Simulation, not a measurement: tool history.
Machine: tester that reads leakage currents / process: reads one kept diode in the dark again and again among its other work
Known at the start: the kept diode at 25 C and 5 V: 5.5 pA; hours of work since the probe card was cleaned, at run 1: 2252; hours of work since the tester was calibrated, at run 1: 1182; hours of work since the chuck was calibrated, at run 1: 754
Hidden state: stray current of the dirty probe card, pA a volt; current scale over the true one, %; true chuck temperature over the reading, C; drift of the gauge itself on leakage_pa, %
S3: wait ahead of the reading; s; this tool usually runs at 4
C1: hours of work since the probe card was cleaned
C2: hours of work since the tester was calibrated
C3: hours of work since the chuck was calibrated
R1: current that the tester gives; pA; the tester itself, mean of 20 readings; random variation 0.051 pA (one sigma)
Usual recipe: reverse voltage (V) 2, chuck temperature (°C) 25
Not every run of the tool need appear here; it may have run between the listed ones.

Run 1, day 0: usual settings; C1 2252; C2 1182; C3 754. Result: R1 6.18 pA.
Run 2, day 4.879: usual settings; C1 2341; C2 1271; C3 843. Result: R1 6.26 pA.
Run 3, day 11.721: usual settings; C1 2466; C2 1396; C3 969. Result: R1 6.42 pA.
Run 4, day 17.029: usual settings but reverse voltage (V) 2.3; C1 2563; C2 1493; C3 1066. Result: R1 7.38 pA.
Run 5, day 20.55: usual settings but reverse voltage (V) 2.3; C1 2628; C2 1558; C3 1130. Result: R1 7.41 pA.
Run 6, day 24.088: usual settings but reverse voltage (V) 2.3; C1 2692; C2 1622; C3 1195. Result: R1 7.48 pA.
At day 32.808: probe card cleaned and baked.
Run 7, day 32.883: usual settings but reverse voltage (V) 2.3, chuck temperature (°C) 39; C1 1; C2 1781; C3 1354. Result: R1 16.09 pA.
At day 36.9: chuck's temperature calibrated.
Run 8, day 37.792: usual settings but reverse voltage (V) 2.3, chuck temperature (°C) 39; C1 90; C2 1869; C3 16. Result: R1 16.4 pA.
Run 9, day 44.425: usual settings but reverse voltage (V) 2.3, chuck temperature (°C) 39; C1 211; C2 1991; C3 138. Result: R1 16.58 pA.
At day 48.008: probe card cleaned and baked, once more.
Run 10, day 49.075: usual settings but chuck temperature (°C) 54; C1 20; C2 2074; C3 221. Result: R1 23.9 pA.
Run 11, day 54.338: usual settings but chuck temperature (°C) 54; C1 116; C2 2170; C3 317. Result: R1 23.99 pA.
Run 12, day 60.904: usual settings but chuck temperature (°C) 54; C1 236; C2 2290; C3 437. Result: R1 23.95 pA.
Run 13, day 66.067: usual settings but chuck temperature (°C) 54; C1 331; C2 2385; C3 532. Result: R1 23.9 pA.
Run 14, day 73.383: usual settings but chuck temperature (°C) 54; C1 464; C2 2519; C3 665. Result: R1 24.04 pA.
Run 15, day 81.608: usual settings but chuck temperature (°C) 54; C1 615; C2 2669; C3 816. Result: R1 23.99 pA.
Run 16, day 87.104: usual settings but chuck temperature (°C) 54; C1 716; C2 2770; C3 917. Result: R1 23.96 pA.
Run 17, day 90.783: usual settings but chuck temperature (°C) 54; C1 783; C2 2837; C3 984. Result: R1 24.01 pA.
Run 18, day 95.396: usual settings but chuck temperature (°C) 54; C1 867; C2 2922; C3 1068. Result: R1 24.19 pA.
Run 19, day 102.646: usual settings; C1 1000; C2 3054; C3 1201. Result: R1 4.45 pA.
Run 20, day 110.829: usual settings; C1 1150; C2 3204; C3 1351. Result: R1 4.5 pA.
At day 114.721: chuck's temperature calibrated.
Run 21, day 118.575: usual settings but reverse voltage (V) 5.41, chuck temperature (°C) 24, S3 1.33 s; C1 1290; C2 3344; C3 71. Result: R1 10.53 pA.
Run 22, day 125.588: usual settings but reverse voltage (V) 1.89, chuck temperature (°C) 55, S3 0.38 s; C1 1419; C2 3473; C3 199. Result: R1 27.12 pA.
Run 23, day 131.512: usual settings but reverse voltage (V) 1.89, chuck temperature (°C) 55, S3 2.12 s; C1 1527; C2 3581; C3 307. Result: R1 25.94 pA.
Run 24, day 139.688: usual settings but reverse voltage (V) 7.55, chuck temperature (°C) 55, S3 1.4 s; C1 1677; C2 3731; C3 457. Result: R1 63.16 pA.
Run 25, day 145.45: usual settings but S3 2.75 s; C1 1782; C2 3836; C3 563. Result: R1 5.43 pA.
At day 149.396: tester calibrated.
Run 26, day 154.117: usual settings but reverse voltage (V) 1.32, chuck temperature (°C) 43, S3 3.15 s; C1 1939; C2 86; C3 720. Result: R1 10.51 pA.
Run 27, day 159.508: usual settings but reverse voltage (V) 5.4, chuck temperature (°C) 23; C1 2038; C2 185; C3 818. Result: R1 11.62 pA.
Run 28, day 167.942: usual settings but reverse voltage (V) 8.28, chuck temperature (°C) 23, S3 3.4 s; C1 2192; C2 339; C3 973. Result: R1 17.6 pA.
Run 29, day 175.2: usual settings but reverse voltage (V) 8.28, chuck temperature (°C) 29, S3 3.4 s; C1 2325; C2 472; C3 1106. Result: R1 21.65 pA.
Run 30, day 179.588: usual settings but reverse voltage (V) 2.65; C1 2405; C2 553; C3 1186. Result: R1 7.56 pA.
Run 31, day 184.238: usual settings but reverse voltage (V) 2.65; C1 2491; C2 638; C3 1271. Result: R1 7.74 pA.
Run 32, day 188.708: usual settings but reverse voltage (V) 2.9, chuck temperature (°C) 58, S3 4.52 s; C1 2572; C2 720; C3 1353. Result: R1 40.76 pA.
At day 192.567: chuck's temperature calibrated.
Run 33, day 194.192: usual settings but S3 8.21 s; C1 2671; C2 818; C3 30. Result: R1 6.45 pA.
Run 34, day 201.138: usual settings but S3 8.21 s; C1 2798; C2 946; C3 157. Result: R1 6.54 pA.
At day 204.171: probe card cleaned and baked.
Run 35, day 206.229: usual settings but S3 8.21 s; C1 38; C2 1036; C3 248. Result: R1 3.29 pA.
Run 36, day 212.325: usual settings but reverse voltage (V) 1.39, chuck temperature (°C) 21, S3 1.37 s; C1 149; C2 1148; C3 359. Result: R1 2.26 pA.
Run 37, day 221.05: usual settings but reverse voltage (V) 1.32, chuck temperature (°C) 33, S3 1.37 s; C1 309; C2 1308; C3 519. Result: R1 5.05 pA.
Run 38, day 227.188: usual settings but reverse voltage (V) 1.32, chuck temperature (°C) 33, S3 1.37 s; C1 421; C2 1420; C3 631. Result: R1 5.09 pA.
Run 39, day 234.433: usual settings but reverse voltage (V) 6.28, chuck temperature (°C) 27, S3 1.81 s; C1 554; C2 1553; C3 764. Result: R1 10.34 pA.

Pick out some run-to-run changes in R1. Of each, how much would a tool without hidden state show as well, from the settings, what came in and chance, and how much is left for the hidden state and any gauge scatter not in both results compared?
Run 9 -> 10: reverse voltage (V) 2.3 -> 2, chuck temperature (°C) 39 -> 54, probe card cleaned and baked, once more. R1 +7.32 pA: hidden state -7.01, all else +14.33.
Run 23 -> 24: reverse voltage (V) 1.89 -> 7.55, S3 2.12 -> 1.4. R1 +37.22 pA: hidden state +4.49, all else +32.73.
Run 24 -> 25: reverse voltage (V) 7.55 -> 2, chuck temperature (°C) 55 -> 25, S3 1.4 -> 2.75. R1 -57.73 pA: hidden state -3.45, all else -54.28.
Run 26 -> 27: reverse voltage (V) 1.32 -> 5.4, chuck temperature (°C) 43 -> 23, S3 3.15 -> 4. R1 +1.11 pA: hidden state +5.06, all else -3.95.
Run 29 -> 30: reverse voltage (V) 8.28 -> 2.65, chuck temperature (°C) 29 -> 25, S3 3.4 -> 4. R1 -14.09 pA: hidden state -7.29, all else -6.8.
Run 32 -> 33: reverse voltage (V) 2.9 -> 2, chuck temperature (°C) 58 -> 25, S3 4.52 -> 8.21, chuck's temperature calibrated. R1 -34.31 pA: hidden state +0.87, all else -35.18.
